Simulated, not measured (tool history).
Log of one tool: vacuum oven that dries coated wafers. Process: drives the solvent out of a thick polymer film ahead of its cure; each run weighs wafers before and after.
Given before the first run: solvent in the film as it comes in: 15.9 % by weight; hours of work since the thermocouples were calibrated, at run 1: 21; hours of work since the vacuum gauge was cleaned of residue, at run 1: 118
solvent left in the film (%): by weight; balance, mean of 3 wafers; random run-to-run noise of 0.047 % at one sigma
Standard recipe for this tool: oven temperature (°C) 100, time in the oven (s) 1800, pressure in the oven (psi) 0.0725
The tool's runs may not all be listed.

run	hour	oven temperature (°C)	time in the oven (s)	pressure in the oven (psi)	hours of work since the thermocouples were calibrated	hours of work since the vacuum gauge was cleaned of residue	solvent left in the film (%)
1	0.0	100	1800	0.0725	21	118	0.82
2	30.5	100	1800	0.1228	40	137	1.05
3	87.6	100	1800	0.0725	76	173	0.85
4	140.9	87	1800	0.0725	109	206	2.92
5	174.4	87	1800	0.0725	130	227	2.94
6	213.1	100	1260	0.0725	155	251	1.66
7	236.5	100	1260	0.0725	169	266	1.69
8	261.4	100	1800	0.1443	185	282	1.11
9	308.1	100	1800	0.1443	214	311	1.13
10	361.3	100	1800	0.1443	247	344	1.02
11	406.2	100	1800	0.0757	275	372	0.91
12	456.6	100	1800	0.0725	307	404	0.95
13	511.6	97	1800	0.0725	341	438	1.24
14	545.1	97	1800	0.0725	362	459	1.26
15	586.9	100	1800	0.0725	389	486	0.89
16	631.2	100	2160	0.0725	416	513	0.69
17	678.6	93	1800	0.0725	446	543	1.81
18	732.8	93	1800	0.0725	480	577	1.88
19	789.2	100	1800	0.0725	515	612	1.01
20	837.3	100	1800	0.0725	545	642	1.09
21	888.4	100	1800	0.0725	577	674	0.95
22	925.4	100	1800	0.0725	601	698	1.02
23	962.7	100	1800	0.0725	624	721	0.98
24	990.0	100	1800	0.0725	641	738	1.02
25	1047.0	96	1800	0.0804	677	774	1.65
26	1076.1	96	1800	0.0804	695	792	1.53
27	1122.2	106	1800	0.0804	724	821	0.69
28	1179.2	108	1800	0.2614	760	857	1.04
29	1217.8	112	2760	0.2474	784	881	0.91
30	1262.6	112	2760	0.2474	812	909	0.75
31	1305.0	89	2700	0.0725	838	935	1.67

Run 32 has not been measured yet. What should we expect?
32	1359.4	89	2700	0.0725	872	969	?

Logged for run 32: solvent left in the film (%) 1.79.
The same run, on a tool lacking any hidden state, would have yielded solvent left in the film (%) 1.33.

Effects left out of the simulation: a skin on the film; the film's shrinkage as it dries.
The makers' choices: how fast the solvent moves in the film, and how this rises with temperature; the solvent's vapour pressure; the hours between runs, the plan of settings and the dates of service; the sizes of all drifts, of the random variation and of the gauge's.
